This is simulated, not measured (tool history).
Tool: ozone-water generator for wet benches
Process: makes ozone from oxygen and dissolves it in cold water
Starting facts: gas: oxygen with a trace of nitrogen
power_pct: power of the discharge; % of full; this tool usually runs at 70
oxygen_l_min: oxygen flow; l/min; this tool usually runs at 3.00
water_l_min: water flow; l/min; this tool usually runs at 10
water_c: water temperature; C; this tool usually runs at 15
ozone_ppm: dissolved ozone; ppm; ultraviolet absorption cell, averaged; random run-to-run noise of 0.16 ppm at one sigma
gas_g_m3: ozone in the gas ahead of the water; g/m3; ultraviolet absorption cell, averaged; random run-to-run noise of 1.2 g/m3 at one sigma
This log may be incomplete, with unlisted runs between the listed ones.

run 1 hour=0.0 | power_pct=70 oxygen_l_min=3.00 water_l_min=10 water_c=15 | ozone_ppm=21.5 gas_g_m3=216.2
run 2 hour=32.9 | power_pct=70 oxygen_l_min=3.00 water_l_min=10 water_c=15 | ozone_ppm=21.2 gas_g_m3=213.3
run 3 hour=56.5 | power_pct=70 oxygen_l_min=3.00 water_l_min=10 water_c=15 | ozone_ppm=21.5 gas_g_m3=216.1
run 4 hour=84.2 | power_pct=70 oxygen_l_min=3.00 water_l_min=10 water_c=15 | ozone_ppm=21.3 gas_g_m3=217.1
run 5 hour=122.9 | power_pct=70 oxygen_l_min=3.00 water_l_min=10 water_c=15 | ozone_ppm=21.3 gas_g_m3=216.3
run 6 hour=158.9 | power_pct=70 oxygen_l_min=3.00 water_l_min=10 water_c=15 | ozone_ppm=21.4 gas_g_m3=217.3
run 7 hour=177.7 | power_pct=70 oxygen_l_min=3.00 water_l_min=10 water_c=15 | ozone_ppm=21.4 gas_g_m3=214.7
run 8 hour=204.6 | power_pct=70 oxygen_l_min=3.00 water_l_min=9 water_c=15 | ozone_ppm=23.3 gas_g_m3=216.6
run 9 hour=238.0 | power_pct=56 oxygen_l_min=3.00 water_l_min=10 water_c=15 | ozone_ppm=17.7 gas_g_m3=178.7
run 10 hour=256.2 | power_pct=70 oxygen_l_min=3.00 water_l_min=9 water_c=15 | ozone_ppm=23.4 gas_g_m3=216.5
run 11 hour=274.9 | power_pct=70 oxygen_l_min=3.00 water_l_min=10 water_c=15 | ozone_ppm=21.3 gas_g_m3=217.9
run 12 hour=306.7 | power_pct=70 oxygen_l_min=3.00 water_l_min=10 water_c=15 | ozone_ppm=21.5 gas_g_m3=218.5
run 13 hour=336.6 | power_pct=70 oxygen_l_min=3.00 water_l_min=10 water_c=15 | ozone_ppm=21.1 gas_g_m3=217.3
run 14 hour=356.9 | power_pct=52 oxygen_l_min=3.00 water_l_min=10 water_c=7 | ozone_ppm=18.3 gas_g_m3=167.1
run 15 hour=393.5 | power_pct=52 oxygen_l_min=3.00 water_l_min=10 water_c=7 | ozone_ppm=18.4 gas_g_m3=166.1
run 16 hour=418.5 | power_pct=52 oxygen_l_min=3.00 water_l_min=10 water_c=7 | ozone_ppm=18.2 gas_g_m3=166.2
run 17 hour=447.6 | power_pct=70 oxygen_l_min=5.12 water_l_min=10 water_c=11 | ozone_ppm=22.2 gas_g_m3=159.2
run 18 hour=490.5 | power_pct=70 oxygen_l_min=5.12 water_l_min=10 water_c=11 | ozone_ppm=21.7 gas_g_m3=163.0
run 19 hour=521.6 | power_pct=70 oxygen_l_min=5.12 water_l_min=10 water_c=11 | ozone_ppm=21.6 gas_g_m3=160.4
run 20 hour=543.3 | power_pct=70 oxygen_l_min=5.12 water_l_min=10 water_c=11 | ozone_ppm=21.9 gas_g_m3=161.0
run 21 hour=573.3 | power_pct=62 oxygen_l_min=3.01 water_l_min=11 water_c=10 | ozone_ppm=18.8 gas_g_m3=195.8
run 22 hour=608.1 | power_pct=70 oxygen_l_min=5.31 water_l_min=12 water_c=15 | ozone_ppm=17.6 gas_g_m3=157.6
run 23 hour=640.8 | power_pct=70 oxygen_l_min=1.70 water_l_min=7 water_c=16 | ozone_ppm=29.3 gas_g_m3=302.4
run 24 hour=672.6 | power_pct=58 oxygen_l_min=2.97 water_l_min=7 water_c=22 | ozone_ppm=21.3 gas_g_m3=187.0
run 25 hour=695.1 | power_pct=70 oxygen_l_min=3.17 water_l_min=10 water_c=15 | ozone_ppm=21.3 gas_g_m3=211.4

A few steps of gas_g_m3 between consecutive runs. Split each: what settings, incoming material and random variation would produce without the hidden state, and what is left over for the hidden state, along with gauge scatter present in only one of the two compared results (measured, and without hidden state):
The tool's hidden condition here consists of: yield of the discharge, % of new electrodes'; contactor's efficiency, % of a clean one's; true water temperature over the reading, C; drift of the gauge itself on ozone_ppm, %; drift of the gauge itself on gas_g_m3, %.
Run 22 -> 23: oxygen_l_min 5.31 -> 1.70, water_l_min 12 -> 7, water_c 15 -> 16. gas_g_m3 +144.8 g/m3: hidden state +2.7, all else +142.1.
Run 23 -> 24: power_pct 70 -> 58, oxygen_l_min 1.70 -> 2.97, water_c 16 -> 22. gas_g_m3 -115.4 g/m3: hidden state -1.9, all else -113.5.

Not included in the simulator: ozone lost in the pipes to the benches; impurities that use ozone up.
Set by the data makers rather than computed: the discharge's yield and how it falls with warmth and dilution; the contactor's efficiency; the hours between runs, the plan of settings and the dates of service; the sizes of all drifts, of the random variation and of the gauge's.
